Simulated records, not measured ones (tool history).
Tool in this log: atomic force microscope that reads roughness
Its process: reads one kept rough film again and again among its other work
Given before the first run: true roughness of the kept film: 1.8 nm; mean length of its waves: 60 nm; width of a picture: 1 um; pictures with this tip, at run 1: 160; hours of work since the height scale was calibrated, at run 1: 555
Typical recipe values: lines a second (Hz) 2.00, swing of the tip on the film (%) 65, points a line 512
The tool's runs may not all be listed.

| run | day | lines a second (Hz) | swing of the tip on the film (%) | points a line | pictures with this tip | hours of work since the height scale was calibrated | roughness of the kept film (nm (root mean square)) |
|---|---|---|---|---|---|---|---|
| 1 | 0.000 | 2.00 | 65 | 512 | 160 | 555 | 1.649 |
|  | 0.325 | new tip fitted |
| 2 | 1.083 | 2.00 | 65 | 512 | 28 | 575 | 1.694 |
| 3 | 2.175 | 2.00 | 65 | 512 | 68 | 595 | 1.677 |
| 4 | 3.171 | 2.00 | 65 | 512 | 104 | 614 | 1.666 |
| 5 | 3.912 | 2.00 | 65 | 512 | 131 | 628 | 1.661 |
| 6 | 4.804 | 2.00 | 65 | 512 | 164 | 644 | 1.649 |
|  | 5.008 | new tip fitted |
| 7 | 5.829 | 2.00 | 65 | 830 | 30 | 663 | 1.696 |
| 8 | 6.521 | 0.52 | 65 | 512 | 55 | 676 | 1.730 |
| 9 | 7.350 | 1.83 | 65 | 512 | 85 | 691 | 1.683 |
| 10 | 7.942 | 1.83 | 65 | 512 | 107 | 702 | 1.675 |
| 11 | 9.029 | 1.88 | 65 | 512 | 147 | 722 | 1.661 |
|  | 9.679 | new tip fitted |
| 12 | 9.883 | 1.88 | 65 | 512 | 7 | 738 | 1.698 |
| 13 | 10.917 | 2.00 | 65 | 512 | 45 | 757 | 1.688 |
| 14 | 11.771 | 2.00 | 65 | 512 | 77 | 773 | 1.676 |
| 15 | 12.712 | 2.00 | 82 | 512 | 111 | 791 | 1.578 |
| 16 | 13.412 | 2.00 | 82 | 512 | 137 | 804 | 1.571 |
|  | 14.383 | new tip fitted |
| 17 | 14.483 | 2.00 | 82 | 512 | 4 | 823 | 1.608 |
| 18 | 15.567 | 2.00 | 82 | 512 | 44 | 843 | 1.600 |
| 19 | 16.542 | 2.00 | 82 | 512 | 79 | 861 | 1.587 |
| 20 | 17.238 | 2.00 | 82 | 512 | 105 | 874 | 1.581 |
| 21 | 17.792 | 2.00 | 56 | 512 | 125 | 885 | 1.691 |
| 22 | 18.938 | 2.00 | 65 | 512 | 167 | 906 | 1.651 |
|  | 19.017 | new tip fitted |
| 23 | 19.788 | 2.00 | 83 | 512 | 29 | 921 | 1.599 |
| 24 | 20.779 | 2.00 | 83 | 512 | 65 | 940 | 1.585 |
| 25 | 21.442 | 2.00 | 83 | 512 | 89 | 952 | 1.578 |
| 26 | 22.083 | 2.00 | 73 | 987 | 113 | 964 | 1.633 |
| 27 | 23.225 | 2.40 | 73 | 987 | 154 | 985 | 1.597 |
|  | 23.654 | new tip fitted |
| 28 | 24.142 | 2.40 | 80 | 987 | 18 | 1002 | 1.591 |
| 29 | 25.054 | 2.40 | 80 | 987 | 52 | 1019 | 1.587 |
| 30 | 25.829 | 2.00 | 65 | 708 | 80 | 1033 | 1.668 |
| 31 | 26.904 | 0.62 | 65 | 684 | 119 | 1053 | 1.706 |
| 32 | 27.904 | 0.62 | 65 | 684 | 156 | 1072 | 1.688 |
|  | 28.300 | new tip fitted |
|  | 28.342 | height scale calibrated on a step standard |
| 33 | 28.938 | 0.62 | 65 | 684 | 21 | 11 | 1.725 |
| 34 | 29.967 | 0.62 | 65 | 684 | 59 | 30 | 1.706 |
|  | 30.779 | height scale calibrated on a step standard, once more |
| 35 | 31.042 | 0.54 | 81 | 276 | 97 | 5 | 1.701 |
| 36 | 31.992 | 1.40 | 74 | 512 | 132 | 23 | 1.673 |
|  | 33.029 | new tip fitted |
| 37 | 33.129 | 3.41 | 63 | 634 | 4 | 43 | 1.685 |
| 38 | 33.904 | 3.41 | 63 | 634 | 32 | 58 | 1.677 |
| 39 | 34.442 | 3.41 | 63 | 634 | 52 | 68 | 1.667 |
| 40 | 35.179 | 0.57 | 76 | 680 | 79 | 82 | 1.722 |
| 41 | 36.050 | 0.57 | 76 | 697 | 111 | 98 | 1.711 |
| 42 | 37.012 | 0.74 | 76 | 256 | 146 | 116 | 1.690 |
|  | 37.658 | new tip fitted |
| 43 | 37.658 | 0.74 | 76 | 256 | 0 | 127 | 1.730 |
| 44 | 38.546 | 2.00 | 56 | 471 | 32 | 144 | 1.733 |
| 45 | 39.592 | 2.00 | 56 | 471 | 70 | 163 | 1.716 |
| 46 | 40.350 | 1.78 | 60 | 423 | 98 | 177 | 1.704 |
| 47 | 41.242 | 2.00 | 74 | 335 | 131 | 194 | 1.634 |

Selected run-to-run steps in roughness of the kept film (nm (root mean square)), each split into two signed amounts: the part the tool would show with no hidden state at all (from settings, incoming material and random variation), and the remainder, which goes to the hidden state together with any gauge scatter not common to the measured and the hidden-state-free results:
Hidden state at play: radius of the tip, nm; height scale over the true one, %; drift of the gauge itself on roughness_nm, %.
Run 1 -> 2: new tip fitted. roughness of the kept film (nm (root mean square)) +0.045: hidden state +0.045, all else +0.000.
Run 6 -> 7: points a line 512 -> 830, new tip fitted. roughness of the kept film (nm (root mean square)) +0.047: hidden state +0.043, all else +0.004.
Run 14 -> 15: swing of the tip on the film (%) 65 -> 82. roughness of the kept film (nm (root mean square)) -0.098: hidden state -0.008, all else -0.090.
Run 20 -> 21: swing of the tip on the film (%) 82 -> 56. roughness of the kept film (nm (root mean square)) +0.110: hidden state -0.010, all else +0.120.
Run 29 -> 30: lines a second (Hz) 2.40 -> 2.00, swing of the tip on the film (%) 80 -> 65, points a line 987 -> 708. roughness of the kept film (nm (root mean square)) +0.081: hidden state -0.011, all else +0.092.
Run 42 -> 43: new tip fitted. roughness of the kept film (nm (root mean square)) +0.040: hidden state +0.045, all else -0.005.
